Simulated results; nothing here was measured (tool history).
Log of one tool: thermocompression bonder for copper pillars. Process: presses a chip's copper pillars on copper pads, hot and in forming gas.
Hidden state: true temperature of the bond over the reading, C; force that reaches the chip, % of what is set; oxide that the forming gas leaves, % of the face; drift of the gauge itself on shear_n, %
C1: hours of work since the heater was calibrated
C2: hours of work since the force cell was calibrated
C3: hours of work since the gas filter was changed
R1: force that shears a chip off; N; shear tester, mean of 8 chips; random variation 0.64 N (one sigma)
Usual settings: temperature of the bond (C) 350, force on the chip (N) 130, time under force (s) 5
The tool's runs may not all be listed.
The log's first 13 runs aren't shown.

Run 14, day 4.7: usual settings but temperature of the bond (C) 322; C1 230; C2 189; C3 49. Result: R1 57.2 N.
Run 15, day 5.104: usual settings but temperature of the bond (C) 322; C1 235; C2 194; C3 54. Result: R1 55.6 N.
Run 16, day 5.3: usual settings but temperature of the bond (C) 322; C1 237; C2 196; C3 57. Result: R1 55.1 N.
Run 17, day 5.529: usual settings but time under force (s) 3; C1 240; C2 199; C3 59. Result: R1 59.5 N.
Run 18, day 5.758: usual settings but time under force (s) 3; C1 243; C2 202; C3 62. Result: R1 59.2 N.
Run 19, day 6.233: usual settings but time under force (s) 3; C1 249; C2 208; C3 68. Result: R1 58.9 N.
Run 20, day 6.608: usual settings but temperature of the bond (C) 361; C1 254; C2 213; C3 73. Result: R1 73.2 N.
Run 21, day 7.096: usual settings but temperature of the bond (C) 370, force on the chip (N) 172, time under force (s) 4; C1 260; C2 219; C3 79. Result: R1 80.1 N.
Run 22, day 7.508: usual settings but temperature of the bond (C) 370, force on the chip (N) 172, time under force (s) 4; C1 265; C2 224; C3 84. Result: R1 79.8 N.
Run 23, day 7.779: usual settings but temperature of the bond (C) 370, force on the chip (N) 154, time under force (s) 13; C1 269; C2 227; C3 88. Result: R1 93.1 N.
Run 24, day 8.1: usual settings but temperature of the bond (C) 370, force on the chip (N) 154, time under force (s) 13; C1 273; C2 231; C3 92. Result: R1 92.8 N.

Forecast run 25:
Run 25, day 8.546: usual settings but temperature of the bond (C) 370, force on the chip (N) 192, time under force (s) 6; C1 278; C2 237; C3 98. Result: R1 ?.

{"run 25": {"R1": 87.8}}
Without the tool's hidden state the same run would have given R1 91.8 N.
